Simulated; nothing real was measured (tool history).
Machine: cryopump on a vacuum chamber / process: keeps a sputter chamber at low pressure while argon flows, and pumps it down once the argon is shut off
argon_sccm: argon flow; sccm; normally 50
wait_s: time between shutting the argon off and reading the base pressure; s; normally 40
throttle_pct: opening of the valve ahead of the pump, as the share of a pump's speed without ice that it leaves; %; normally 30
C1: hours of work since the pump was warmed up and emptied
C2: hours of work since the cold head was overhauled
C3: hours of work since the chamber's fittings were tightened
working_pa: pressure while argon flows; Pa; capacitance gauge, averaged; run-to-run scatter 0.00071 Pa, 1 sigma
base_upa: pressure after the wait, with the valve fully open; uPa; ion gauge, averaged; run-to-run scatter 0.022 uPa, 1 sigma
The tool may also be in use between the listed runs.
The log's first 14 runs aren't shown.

run 15 day=37.683 | argon_sccm=50 wait_s=40 throttle_pct=30 | C1=211 C2=1116 C3=3577 | working_pa=0.1278 base_upa=1.85
-- day=41.35 leaking fittings of the chamber tightened, without venting
run 16 day=41.558 | argon_sccm=50 wait_s=40 throttle_pct=30 | C1=278 C2=1184 C3=4 | working_pa=0.1289 base_upa=0.65
run 17 day=43.571 | argon_sccm=50 wait_s=40 throttle_pct=30 | C1=314 C2=1219 C3=40 | working_pa=0.1293 base_upa=0.64
run 18 day=46.996 | argon_sccm=50 wait_s=29 throttle_pct=37 | C1=375 C2=1281 C3=101 | working_pa=0.1056 base_upa=0.86
run 19 day=48.996 | argon_sccm=50 wait_s=29 throttle_pct=37 | C1=411 C2=1316 C3=137 | working_pa=0.1063 base_upa=0.92
run 20 day=51.017 | argon_sccm=38 wait_s=40 throttle_pct=30 | C1=447 C2=1352 C3=173 | working_pa=0.0992 base_upa=0.71
run 21 day=53.917 | argon_sccm=22 wait_s=73 throttle_pct=58 | C1=499 C2=1404 C3=224 | working_pa=0.0303 base_upa=0.5
run 22 day=55.554 | argon_sccm=22 wait_s=73 throttle_pct=58 | C1=528 C2=1433 C3=254 | working_pa=0.0307 base_upa=0.52
run 23 day=57.7 | argon_sccm=51 wait_s=26 throttle_pct=27 | C1=567 C2=1472 C3=292 | working_pa=0.1484 base_upa=1.03
run 24 day=59.396 | argon_sccm=51 wait_s=26 throttle_pct=27 | C1=597 C2=1502 C3=322 | working_pa=0.1483 base_upa=1.03
run 25 day=62.029 | argon_sccm=88 wait_s=91 throttle_pct=21 | C1=644 C2=1549 C3=369 | working_pa=0.3273 base_upa=0.53
run 26 day=65.283 | argon_sccm=21 wait_s=91 throttle_pct=41 | C1=702 C2=1607 C3=427 | working_pa=0.0423 base_upa=0.59
run 27 day=68.275 | argon_sccm=21 wait_s=26 throttle_pct=41 | C1=755 C2=1661 C3=481 | working_pa=0.0412 base_upa=1.12
run 28 day=71.35 | argon_sccm=21 wait_s=26 throttle_pct=41 | C1=810 C2=1716 C3=536 | working_pa=0.042 base_upa=1.11
run 29 day=73.467 | argon_sccm=21 wait_s=58 throttle_pct=34 | C1=848 C2=1753 C3=574 | working_pa=0.0501 base_upa=0.73
-- day=76.7 pump warmed up, emptied and cooled again
run 30 day=76.879 | argon_sccm=21 wait_s=58 throttle_pct=34 | C1=3 C2=1811 C3=631 | working_pa=0.0474 base_upa=0.72
run 31 day=80.121 | argon_sccm=21 wait_s=58 throttle_pct=34 | C1=61 C2=1868 C3=689 | working_pa=0.0476 base_upa=0.75
run 32 day=82.633 | argon_sccm=36 wait_s=40 throttle_pct=30 | C1=106 C2=1913 C3=734 | working_pa=0.0918 base_upa=0.9
run 33 day=84.371 | argon_sccm=36 wait_s=40 throttle_pct=29 | C1=137 C2=1944 C3=765 | working_pa=0.095 base_upa=0.93

Below are 4 alternative next runs, each starting from the tool's condition after run 33. Predict each:
run A day=87.367 | argon_sccm=36 wait_s=40 throttle_pct=32 | C1=190 C2=1998 C3=818 | working_pa=? base_upa=?
run B day=87.367 | argon_sccm=62 wait_s=40 throttle_pct=15 | C1=190 C2=1998 C3=818 | working_pa=? base_upa=?
run C day=87.367 | argon_sccm=36 wait_s=219 throttle_pct=29 | C1=190 C2=1998 C3=818 | working_pa=? base_upa=?
run D day=87.367 | argon_sccm=50 wait_s=134 throttle_pct=34 | C1=190 C2=1998 C3=818 | working_pa=? base_upa=?

run=A working_pa=0.0864 base_upa=0.92
run=B working_pa=0.3161 base_upa=0.93
run=C working_pa=0.0957 base_upa=0.49
run=D working_pa=0.1137 base_upa=0.58
Had the tool no hidden state, the same runs would have come out as:
run=A working_pa=0.085 base_upa=0.64
run=B working_pa=0.3136 base_upa=0.65
run=C working_pa=0.0943 base_upa=0.21
run=D working_pa=0.1116 base_upa=0.29

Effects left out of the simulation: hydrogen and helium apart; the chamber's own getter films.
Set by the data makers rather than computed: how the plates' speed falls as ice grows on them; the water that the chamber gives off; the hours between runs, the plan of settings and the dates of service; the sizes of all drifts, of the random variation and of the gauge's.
